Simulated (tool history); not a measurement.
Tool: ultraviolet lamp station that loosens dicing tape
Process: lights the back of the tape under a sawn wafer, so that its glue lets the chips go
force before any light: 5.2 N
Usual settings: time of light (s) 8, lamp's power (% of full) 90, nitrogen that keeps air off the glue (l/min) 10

| run | day | time of light (s) | lamp's power (% of full) | nitrogen that keeps air off the glue (l/min) | force that peels the tape off (N) | light that reached the tape (mJ/cm²) |
|---|---|---|---|---|---|---|
| 1 | 0.000 | 8 | 90 | 10 | 0.198 | 373 |
| 2 | 0.954 | 8 | 90 | 10 | 0.201 | 366 |
| 3 | 2.592 | 8 | 90 | 10 | 0.206 | 361 |
| 4 | 4.596 | 8 | 90 | 10 | 0.228 | 354 |
| 5 | 6.054 | 8 | 90 | 10 | 0.231 | 341 |
| 6 | 7.375 | 8 | 90 | 10 | 0.220 | 339 |
| 7 | 9.496 | 8 | 90 | 5 | 0.454 | 327 |
|  | 11.450 | window cleaned of glue's vapour |
| 8 | 11.700 | 8 | 90 | 5 | 0.373 | 353 |
| 9 | 12.788 | 8 | 90 | 5 | 0.384 | 344 |
| 10 | 14.238 | 8 | 90 | 5 | 0.401 | 335 |
| 11 | 15.538 | 7 | 90 | 5 | 0.541 | 290 |
| 12 | 17.571 | 11 | 64 | 7 | 0.361 | 316 |
| 13 | 19.804 | 11 | 82 | 14 | 0.158 | 395 |
| 14 | 21.400 | 11 | 71 | 14 | 0.200 | 333 |
| 15 | 23.612 | 11 | 71 | 4 | 0.550 | 321 |
|  | 24.554 | window cleaned of glue's vapour |
| 16 | 25.796 | 11 | 71 | 4 | 0.492 | 348 |
| 17 | 27.608 | 5 | 90 | 16 | 0.520 | 196 |
| 18 | 28.633 | 10 | 64 | 7 | 0.475 | 269 |
| 19 | 29.754 | 10 | 64 | 7 | 0.513 | 268 |
| 20 | 31.208 | 10 | 91 | 7 | 0.251 | 373 |

5 ways to go on from here, each from the tool as it stands after run 20. What would each give?
| A | 33.454 | 8 | 90 | 4 | ? | ? |
| B | 33.454 | 4 | 87 | 3 | ? | ? |
| C | 33.454 | 4 | 90 | 10 | ? | ? |
| D | 33.454 | 10 | 77 | 4 | ? | ? |
| E | 33.454 | 10 | 81 | 8 | ? | ? |

| run | force that peels the tape off (N) | light that reached the tape (mJ/cm²) |
|---|---|---|
| A | 0.696 | 285 |
| B | 2.123 | 137 |
| C | 1.193 | 139 |
| D | 0.604 | 305 |
| E | 0.332 | 321 |
Without the tool's hidden state the same runs would have given:
| run | force that peels the tape off (N) | light that reached the tape (mJ/cm²) |
|---|---|---|
| A | 0.274 | 462 |
| B | 1.242 | 222 |
| C | 0.521 | 228 |
| D | 0.229 | 493 |
| E | 0.155 | 520 |
